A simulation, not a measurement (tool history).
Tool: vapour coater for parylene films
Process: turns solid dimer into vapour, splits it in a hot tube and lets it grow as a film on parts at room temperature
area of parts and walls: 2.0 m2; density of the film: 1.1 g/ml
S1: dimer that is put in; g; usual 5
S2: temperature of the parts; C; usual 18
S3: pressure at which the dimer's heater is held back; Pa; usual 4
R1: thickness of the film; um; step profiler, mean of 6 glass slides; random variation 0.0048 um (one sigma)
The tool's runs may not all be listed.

run 1 hour=0 | S1=5 S2=18 S3=4 | R1=1.129
-- hour=6.6 trap's valve overhauled
run 2 hour=34.6 | S1=5 S2=18 S3=4 | R1=1.134
run 3 hour=52.3 | S1=5 S2=18 S3=4 | R1=1.123
run 4 hour=77.1 | S1=7 S2=18 S3=4 | R1=1.583
run 5 hour=105.7 | S1=7 S2=13 S3=4 | R1=1.946
run 6 hour=124.9 | S1=7 S2=13 S3=4 | R1=1.939
run 7 hour=142.1 | S1=5 S2=18 S3=8.13 | R1=0.955
run 8 hour=175.1 | S1=5 S2=18 S3=8.13 | R1=0.963
run 9 hour=202.8 | S1=5 S2=18 S3=8.13 | R1=0.956
run 10 hour=221.9 | S1=3 S2=18 S3=4 | R1=0.674
run 11 hour=240.2 | S1=3 S2=18 S3=4 | R1=0.676
run 12 hour=271.1 | S1=3 S2=18 S3=4 | R1=0.676
run 13 hour=291.3 | S1=5 S2=11 S3=3.28 | R1=1.585
run 14 hour=309.3 | S1=5 S2=11 S3=3.28 | R1=1.581
run 15 hour=325.5 | S1=7 S2=12 S3=3.28 | R1=2.123
run 16 hour=356.2 | S1=8 S2=18 S3=6.92 | R1=1.594
run 17 hour=383.7 | S1=5 S2=12 S3=3.04 | R1=1.546
run 18 hour=414.4 | S1=5 S2=12 S3=3.04 | R1=1.536

Run 19 comes next. What will it give?
run 19 hour=443.8 | S1=5 S2=17 S3=4.93 | R1=?

Run 19 gave R1 1.113 um.
Without the tool's hidden state the same run would have given R1 1.114 um.
